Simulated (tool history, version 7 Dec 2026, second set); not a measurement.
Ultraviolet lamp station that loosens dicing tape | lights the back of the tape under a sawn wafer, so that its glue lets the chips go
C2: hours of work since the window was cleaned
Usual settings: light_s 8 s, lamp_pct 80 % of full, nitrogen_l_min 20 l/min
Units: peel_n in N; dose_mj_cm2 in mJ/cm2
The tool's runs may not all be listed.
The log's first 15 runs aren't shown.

{"run": 16, "hour": 770.7, "light_s": 8, "lamp_pct": 61, "nitrogen_l_min": 20, "hours of work of the lamp": 672, "C2": 170, "peel_n": 0.813, "dose_mj_cm2": 181}
{"run": 17, "hour": 811.0, "light_s": 8, "lamp_pct": 61, "nitrogen_l_min": 20, "hours of work of the lamp": 692, "C2": 191, "peel_n": 0.86, "dose_mj_cm2": 177}
{"run": 18, "hour": 880.6, "light_s": 8, "lamp_pct": 61, "nitrogen_l_min": 20, "hours of work of the lamp": 728, "C2": 227, "peel_n": 0.92, "dose_mj_cm2": 170}
{"hour": 899.2, "done": "window cleaned of glue's vapour"}
{"run": 19, "hour": 919.0, "light_s": 8, "lamp_pct": 61, "nitrogen_l_min": 20, "hours of work of the lamp": 748, "C2": 10, "peel_n": 0.861, "dose_mj_cm2": 183}
{"run": 20, "hour": 951.6, "light_s": 8, "lamp_pct": 61, "nitrogen_l_min": 20, "hours of work of the lamp": 764, "C2": 27, "peel_n": 0.855, "dose_mj_cm2": 174}
{"run": 21, "hour": 1010.9, "light_s": 8, "lamp_pct": 61, "nitrogen_l_min": 20, "hours of work of the lamp": 795, "C2": 57, "peel_n": 0.947, "dose_mj_cm2": 171}
{"hour": 1056.0, "done": "lamp changed"}
{"run": 22, "hour": 1069.3, "light_s": 8, "lamp_pct": 61, "nitrogen_l_min": 20, "hours of work of the lamp": 7, "C2": 87, "peel_n": 0.366, "dose_mj_cm2": 295}
{"run": 23, "hour": 1103.1, "light_s": 8, "lamp_pct": 82, "nitrogen_l_min": 23, "hours of work of the lamp": 24, "C2": 104, "peel_n": 0.242, "dose_mj_cm2": 387}
{"run": 24, "hour": 1147.5, "light_s": 12, "lamp_pct": 89, "nitrogen_l_min": 20, "hours of work of the lamp": 47, "C2": 127, "peel_n": 0.207, "dose_mj_cm2": 619}
{"run": 25, "hour": 1190.2, "light_s": 12, "lamp_pct": 89, "nitrogen_l_min": 20, "hours of work of the lamp": 69, "C2": 149, "peel_n": 0.19, "dose_mj_cm2": 610}
{"run": 26, "hour": 1228.2, "light_s": 12, "lamp_pct": 89, "nitrogen_l_min": 20, "hours of work of the lamp": 89, "C2": 169, "peel_n": 0.206, "dose_mj_cm2": 597}
{"run": 27, "hour": 1260.9, "light_s": 6, "lamp_pct": 87, "nitrogen_l_min": 16, "hours of work of the lamp": 105, "C2": 186, "peel_n": 0.437, "dose_mj_cm2": 286}
{"run": 28, "hour": 1316.7, "light_s": 14, "lamp_pct": 94, "nitrogen_l_min": 7, "hours of work of the lamp": 134, "C2": 214, "peel_n": 0.222, "dose_mj_cm2": 708}
{"hour": 1362.6, "done": "window cleaned of glue's vapour"}
{"run": 29, "hour": 1373.6, "light_s": 14, "lamp_pct": 94, "nitrogen_l_min": 7, "hours of work of the lamp": 163, "C2": 6, "peel_n": 0.205, "dose_mj_cm2": 726}
{"run": 30, "hour": 1413.6, "light_s": 4, "lamp_pct": 86, "nitrogen_l_min": 7, "hours of work of the lamp": 184, "C2": 26, "peel_n": 1.602, "dose_mj_cm2": 190}
{"run": 31, "hour": 1461.7, "light_s": 9, "lamp_pct": 70, "nitrogen_l_min": 30, "hours of work of the lamp": 209, "C2": 51, "peel_n": 0.247, "dose_mj_cm2": 331}

Forecast run 32:
{"run": 32, "hour": 1532.4, "light_s": 8, "lamp_pct": 82, "nitrogen_l_min": 27, "hours of work of the lamp": 245, "C2": 87, "peel_n": "?", "dose_mj_cm2": "?"}

Run 32 gave peel_n 0.268 N, dose_mj_cm2 341 mJ/cm2.
Without the tool's hidden state the same run would have given peel_n 0.233 N, dose_mj_cm2 408 mJ/cm2.
